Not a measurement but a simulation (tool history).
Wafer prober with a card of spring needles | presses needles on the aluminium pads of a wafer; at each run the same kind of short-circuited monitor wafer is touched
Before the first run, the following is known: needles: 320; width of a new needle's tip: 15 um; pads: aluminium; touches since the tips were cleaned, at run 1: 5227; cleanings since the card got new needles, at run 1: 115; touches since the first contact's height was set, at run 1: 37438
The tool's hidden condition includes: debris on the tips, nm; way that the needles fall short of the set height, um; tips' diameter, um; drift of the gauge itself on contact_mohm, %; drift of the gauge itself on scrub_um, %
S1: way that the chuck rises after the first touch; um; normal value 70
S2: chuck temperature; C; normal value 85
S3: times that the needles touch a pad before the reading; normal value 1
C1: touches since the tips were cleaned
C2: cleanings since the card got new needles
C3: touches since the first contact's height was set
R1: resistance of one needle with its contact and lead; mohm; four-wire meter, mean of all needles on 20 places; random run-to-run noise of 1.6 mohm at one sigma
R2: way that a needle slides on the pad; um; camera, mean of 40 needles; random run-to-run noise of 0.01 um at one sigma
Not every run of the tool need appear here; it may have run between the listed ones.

Run 1, hour 0: usual settings; C1 5227; C2 115; C3 37438. Result: R1 162 mohm, R2 10.93 um.
At hour 7.4: tips cleaned on abrasive film.
At hour 27.8: tips cleaned on abrasive film.
At hour 48.2: tips cleaned on abrasive film.
Run 2, hour 48.8: usual settings; C1 228; C2 118; C3 56930. Result: R1 160 mohm, R2 10.94 um.
At hour 70.1: tips cleaned on abrasive film.
At hour 91.6: tips cleaned on abrasive film.
Run 3, hour 106.4: usual settings; C1 5961; C2 120; C3 80007. Result: R1 157 mohm, R2 10.94 um.
At hour 111.2: tips cleaned on abrasive film.
At hour 132.8: tips cleaned on abrasive film.
At hour 136.9: height of the first contact set anew.
At hour 155.1: tips cleaned on abrasive film.
Run 4, hour 166.3: usual settings; C1 4475; C2 123; C3 11751. Result: R1 159 mohm, R2 10.95 um.
At hour 174.4: tips cleaned on abrasive film.
At hour 194.6: tips cleaned on abrasive film.
Run 5, hour 205.6: usual settings but S2 38 C; C1 4433; C2 125; C3 27482. Result: R1 151 mohm, R2 10.92 um.
At hour 213.7: tips cleaned on abrasive film.
At hour 232.9: tips cleaned on abrasive film.
Run 6, hour 240.2: usual settings but S2 38 C; C1 2942; C2 127; C3 41320. Result: R1 151 mohm, R2 10.94 um.
At hour 254.5: tips cleaned on abrasive film.
Run 7, hour 265: usual settings but S2 38 C; C1 4231; C2 128; C3 51241. Result: R1 149 mohm, R2 10.95 um.
At hour 273.9: tips cleaned on abrasive film.
At hour 297.3: tips cleaned on abrasive film.
At hour 319.3: tips cleaned on abrasive film.
Run 8, hour 320.3: usual settings but S2 38 C; C1 393; C2 131; C3 73348. Result: R1 152 mohm, R2 10.96 um.
At hour 342.6: tips cleaned on abrasive film.
At hour 361.8: tips cleaned on abrasive film.
Run 9, hour 362.7: usual settings but S1 83 um; C1 352; C2 133; C3 90321. Result: R1 156 mohm, R2 13 um.
At hour 369.8: height of the first contact set anew.
At hour 385: tips cleaned on abrasive film.
Run 10, hour 401: usual settings but S1 83 um; C1 6442; C2 134; C3 12487. Result: R1 154 mohm, R2 13.01 um.
At hour 405.8: tips cleaned on abrasive film.
At hour 427: tips cleaned on abrasive film.
Run 11, hour 436.3: usual settings but S1 83 um; C1 3743; C2 136; C3 26602. Result: R1 157 mohm, R2 12.99 um.
At hour 450.1: tips cleaned on abrasive film.
At hour 472.4: tips cleaned on abrasive film.
Run 12, hour 488.2: usual settings but S1 83 um; C1 6319; C2 138; C3 47359. Result: R1 155 mohm, R2 13.01 um.
At hour 492.8: tips cleaned on abrasive film.
At hour 514.9: tips cleaned on abrasive film.
At hour 535.1: tips cleaned on abrasive film.
Run 13, hour 541.8: usual settings but S1 83 um; C1 2666; C2 141; C3 68791. Result: R1 157 mohm, R2 13.02 um.
At hour 555.4: tips cleaned on abrasive film.
At hour 577.2: tips cleaned on abrasive film.
At hour 599.5: tips cleaned on abrasive film.
At hour 599.8: height of the first contact set anew.
Run 14, hour 600.4: usual settings but S1 83 um; C1 272; C2 144; C3 272. Result: R1 156 mohm, R2 13.04 um.
At hour 619.8: tips cleaned on abrasive film.
Run 15, hour 629.8: usual settings; C1 4023; C2 145; C3 12032. Result: R1 158 mohm, R2 10.97 um.
At hour 639.8: tips cleaned on abrasive film.
At hour 660.1: tips cleaned on abrasive film.
At hour 680.7: tips cleaned on abrasive film.
Run 16, hour 688.8: usual settings but S1 84 um, S2 56 C; C1 3226; C2 148; C3 35625. Result: R1 153 mohm, R2 13.19 um.
At hour 701: tips cleaned on abrasive film.
At hour 720.2: tips cleaned on abrasive film.
Run 17, hour 720.2: usual settings but S1 50 um, S2 51 C, S3 2; C1 0; C2 150; C3 48187. Result: R1 157 mohm, R2 7.84 um.
At hour 739.3: tips cleaned on abrasive film.
At hour 758.6: tips cleaned on abrasive film.
Run 18, hour 768.2: usual settings but S1 50 um, S2 51 C, S3 2; C1 3846; C2 152; C3 67401. Result: R1 158 mohm, R2 7.87 um.
At hour 777.6: tips cleaned on abrasive film.
At hour 799.8: tips cleaned on abrasive film.
Run 19, hour 800.7: usual settings but S1 88 um, S2 47 C; C1 377; C2 154; C3 80388. Result: R1 147 mohm, R2 13.85 um.
At hour 821.4: tips cleaned on abrasive film.
At hour 831: height of the first contact set anew.
At hour 842.4: tips cleaned on abrasive film.
Run 20, hour 846.1: usual settings but S1 88 um, S2 47 C; C1 1475; C2 156; C3 6050. Result: R1 150 mohm, R2 13.86 um.
At hour 865.5: tips cleaned on abrasive film.
Run 21, hour 875: usual settings but S1 75 um, S2 53 C; C1 3842; C2 157; C3 17633. Result: R1 153 mohm, R2 11.81 um.
At hour 884.5: tips cleaned on abrasive film.
Run 22, hour 899.3: usual settings but S2 105 C; C1 5969; C2 158; C3 27367. Result: R1 161 mohm, R2 11.01 um.
At hour 904.1: tips cleaned on abrasive film.
At hour 923.3: tips cleaned on abrasive film.
At hour 945.2: tips cleaned on abrasive film.
Run 23, hour 952.7: usual settings but S2 54 C; C1 3012; C2 161; C3 48704. Result: R1 154 mohm, R2 11.02 um.
At hour 964.3: tips cleaned on abrasive film.
Run 24, hour 979.6: usual settings but S2 31 C; C1 6160; C2 162; C3 59485. Result: R1 149 mohm, R2 11.04 um.
At hour 983.6: tips cleaned on abrasive film.
At hour 1003.3: tips cleaned on abrasive film.
At hour 1024.8: tips cleaned on abrasive film.
Run 25, hour 1029.6: usual settings but S2 31 C; C1 1944; C2 165; C3 79453. Result: R1 147 mohm, R2 11.04 um.
At hour 1046.6: tips cleaned on abrasive film.
At hour 1062.3: height of the first contact set anew.
At hour 1067.1: tips cleaned on abrasive film.
Run 26, hour 1079.8: usual settings but S1 69 um, S2 92 C; C1 5103; C2 167; C3 6997. Result: R1 158 mohm, R2 10.88 um.
At hour 1087.3: tips cleaned on abrasive film.
At hour 1109.9: tips cleaned on abrasive film.
Run 27, hour 1110.5: usual settings but S1 51 um, S2 42 C, S3 2; C1 230; C2 169; C3 19266. Result: R1 156 mohm, R2 8.04 um.
At hour 1129.5: tips cleaned on abrasive film.
Run 28, hour 1135.5: usual settings but S1 56 um, S2 107 C, S3 2; C1 2410; C2 170; C3 29260. Result: R1 168 mohm, R2 8.84 um.
At hour 1150.3: tips cleaned on abrasive film.
At hour 1172.1: tips cleaned on abrasive film.
At hour 1192: tips cleaned on abrasive film.
Run 29, hour 1192: usual settings but S1 56 um, S2 107 C, S3 2; C1 0; C2 173; C3 51847. Result: R1 167 mohm, R2 8.83 um.

Alternative continuations, all from the tool just after run 29; predict every row:
At hour 1213.5: tips cleaned on abrasive film.
Run A, hour 1219.6: usual settings but S1 82 um; C1 2473; C2 174; C3 62924. Result: R1 ?, R2 ?.
At hour 1213.5: tips cleaned on abrasive film.
Run B, hour 1219.6: usual settings but S1 88 um, S2 87 C; C1 2473; C2 174; C3 62924. Result: R1 ?, R2 ?.
At hour 1213.5: tips cleaned on abrasive film.
Run C, hour 1219.6: usual settings but S1 87 um; C1 2473; C2 174; C3 62924. Result: R1 ?, R2 ?.
At hour 1213.5: tips cleaned on abrasive film.
Run D, hour 1219.6: usual settings but S1 58 um, S2 107 C, S3 2; C1 2473; C2 174; C3 62924. Result: R1 ?, R2 ?.

run   R1     R2
  A  155  12.95
  B  153   13.9
  C  158  13.75
  D  168   9.16
Take away the tool's hidden state, keep each run's random variation, and the runs would have read:
run   R1     R2
  A  155   12.8
  B  153  13.73
  C  158  13.58
  D  167   9.05
